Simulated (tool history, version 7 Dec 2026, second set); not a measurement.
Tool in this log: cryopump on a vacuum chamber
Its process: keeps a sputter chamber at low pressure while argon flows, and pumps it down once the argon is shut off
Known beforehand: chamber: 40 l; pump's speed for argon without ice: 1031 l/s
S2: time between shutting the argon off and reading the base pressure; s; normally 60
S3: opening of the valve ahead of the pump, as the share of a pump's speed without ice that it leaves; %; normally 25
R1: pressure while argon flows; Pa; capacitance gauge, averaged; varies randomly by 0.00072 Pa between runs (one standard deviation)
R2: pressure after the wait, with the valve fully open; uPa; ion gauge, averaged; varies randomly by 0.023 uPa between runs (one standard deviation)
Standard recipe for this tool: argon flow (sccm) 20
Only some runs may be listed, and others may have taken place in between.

run 1 hour=0 | argon_flow_(sccm)=20 S2=60 S3=25 | R1=0.1382 R2=1.1
run 2 hour=14.6 | argon_flow_(sccm)=20 S2=60 S3=51 | R1=0.071 R2=1.1
run 3 hour=30.3 | argon_flow_(sccm)=35 S2=60 S3=25 | R1=0.2393 R2=1.06
run 4 hour=49.2 | argon_flow_(sccm)=35 S2=60 S3=25 | R1=0.2421 R2=1.11
run 5 hour=61.2 | argon_flow_(sccm)=35 S2=60 S3=25 | R1=0.242 R2=1.11
run 6 hour=72.5 | argon_flow_(sccm)=20 S2=60 S3=25 | R1=0.1382 R2=1.09
run 7 hour=83.3 | argon_flow_(sccm)=20 S2=60 S3=55 | R1=0.0674 R2=1.09
run 8 hour=93 | argon_flow_(sccm)=20 S2=60 S3=55 | R1=0.0664 R2=1.14
run 9 hour=111.6 | argon_flow_(sccm)=20 S2=60 S3=25 | R1=0.139 R2=1.13
run 10 hour=128.3 | argon_flow_(sccm)=20 S2=60 S3=25 | R1=0.1383 R2=1.16
run 11 hour=140.1 | argon_flow_(sccm)=20 S2=60 S3=25 | R1=0.1385 R2=1.14
run 12 hour=157.7 | argon_flow_(sccm)=20 S2=60 S3=25 | R1=0.1381 R2=1.18
run 13 hour=178.2 | argon_flow_(sccm)=20 S2=60 S3=25 | R1=0.1392 R2=1.19
run 14 hour=197.2 | argon_flow_(sccm)=20 S2=60 S3=25 | R1=0.1392 R2=1.21
run 15 hour=208.3 | argon_flow_(sccm)=20 S2=60 S3=25 | R1=0.1388 R2=1.16
run 16 hour=229.1 | argon_flow_(sccm)=17 S2=60 S3=25 | R1=0.1192 R2=1.19
run 17 hour=248.7 | argon_flow_(sccm)=17 S2=60 S3=25 | R1=0.1174 R2=1.2
run 18 hour=270.3 | argon_flow_(sccm)=17 S2=60 S3=25 | R1=0.1192 R2=1.27
run 19 hour=283.8 | argon_flow_(sccm)=10 S2=263 S3=38 | R1=0.0474 R2=0.85
run 20 hour=303.3 | argon_flow_(sccm)=25 S2=60 S3=56 | R1=0.0842 R2=1.21
run 21 hour=319.1 | argon_flow_(sccm)=20 S2=141 S3=58 | R1=0.0658 R2=0.96
run 22 hour=335.3 | argon_flow_(sccm)=29 S2=130 S3=58 | R1=0.0945 R2=1.05
run 23 hour=346 | argon_flow_(sccm)=29 S2=173 S3=58 | R1=0.0963 R2=0.98
run 24 hour=368.5 | argon_flow_(sccm)=29 S2=173 S3=58 | R1=0.0946 R2=0.98
run 25 hour=384.5 | argon_flow_(sccm)=20 S2=60 S3=23 | R1=0.1533 R2=1.31
run 26 hour=396.9 | argon_flow_(sccm)=18 S2=276 S3=28 | R1=0.1142 R2=0.95
run 27 hour=419 | argon_flow_(sccm)=18 S2=276 S3=28 | R1=0.116 R2=0.91
-- hour=443.1 pump warmed up, emptied and cooled again
run 28 hour=446.8 | argon_flow_(sccm)=40 S2=60 S3=25 | R1=0.263 R2=1.13
run 29 hour=461.2 | argon_flow_(sccm)=20 S2=297 S3=25 | R1=0.1332 R2=0.71

Run 30, settings as shown, results not yet in. Your forecast:
run 30 hour=482.6 | argon_flow_(sccm)=20 S2=297 S3=25 | R1=? R2=?

For run 30 the tool returned R1 0.1319 Pa, R2 0.74 uPa.
With the hidden condition absent and the run-to-run variation left alone, this run would have shown R1 0.1314 Pa, R2 0.38 uPa.
